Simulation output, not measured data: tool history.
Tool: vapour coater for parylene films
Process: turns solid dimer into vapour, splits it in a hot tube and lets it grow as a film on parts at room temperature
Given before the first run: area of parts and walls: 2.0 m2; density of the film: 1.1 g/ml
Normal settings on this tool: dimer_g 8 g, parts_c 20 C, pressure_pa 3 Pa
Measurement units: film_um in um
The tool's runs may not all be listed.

run 1 hour=0 | dimer_g=8 parts_c=20 pressure_pa=3 | film_um=2.49
run 2 hour=20.2 | dimer_g=8 parts_c=20 pressure_pa=5.1 | film_um=2.22
run 3 hour=32.2 | dimer_g=8 parts_c=20 pressure_pa=5.1 | film_um=2.24
run 4 hour=43.8 | dimer_g=8 parts_c=20 pressure_pa=5.1 | film_um=2.21
run 5 hour=59 | dimer_g=8 parts_c=20 pressure_pa=2.56 | film_um=2.5
run 6 hour=80.3 | dimer_g=5 parts_c=20 pressure_pa=2.56 | film_um=1.57
run 7 hour=105.3 | dimer_g=8 parts_c=20 pressure_pa=6.1 | film_um=2.1
run 8 hour=129 | dimer_g=14 parts_c=25 pressure_pa=7.45 | film_um=3.22
run 9 hour=149.6 | dimer_g=3 parts_c=18 pressure_pa=3.44 | film_um=0.92
run 10 hour=163.6 | dimer_g=3 parts_c=25 pressure_pa=8.04 | film_um=0.68
run 11 hour=176.9 | dimer_g=4 parts_c=16 pressure_pa=3 | film_um=1.29
run 12 hour=195.8 | dimer_g=5 parts_c=12 pressure_pa=3 | film_um=1.72
run 13 hour=208.1 | dimer_g=5 parts_c=12 pressure_pa=3 | film_um=1.73
-- hour=223.8 trap's valve overhauled
run 14 hour=228 | dimer_g=5 parts_c=12 pressure_pa=3 | film_um=1.99

Here are 5 independent what-if runs from the current tool condition. What would each one return?
run A hour=242 | dimer_g=5 parts_c=23 pressure_pa=4.26 | film_um=?
run B hour=242 | dimer_g=3 parts_c=17 pressure_pa=2.4 | film_um=?
run C hour=242 | dimer_g=5 parts_c=30 pressure_pa=3 | film_um=?
run D hour=242 | dimer_g=8 parts_c=20 pressure_pa=2.07 | film_um=?
run E hour=242 | dimer_g=6 parts_c=12 pressure_pa=11.36 | film_um=?

run=A film_um=1.49
run=B film_um=1.1
run=C film_um=1.41
run=D film_um=2.84
run=E film_um=1.76
Without the tool's hidden state the same runs would have given:
run=A film_um=1.5
run=B film_um=1.1
run=C film_um=1.41
run=D film_um=2.85
run=E film_um=1.76

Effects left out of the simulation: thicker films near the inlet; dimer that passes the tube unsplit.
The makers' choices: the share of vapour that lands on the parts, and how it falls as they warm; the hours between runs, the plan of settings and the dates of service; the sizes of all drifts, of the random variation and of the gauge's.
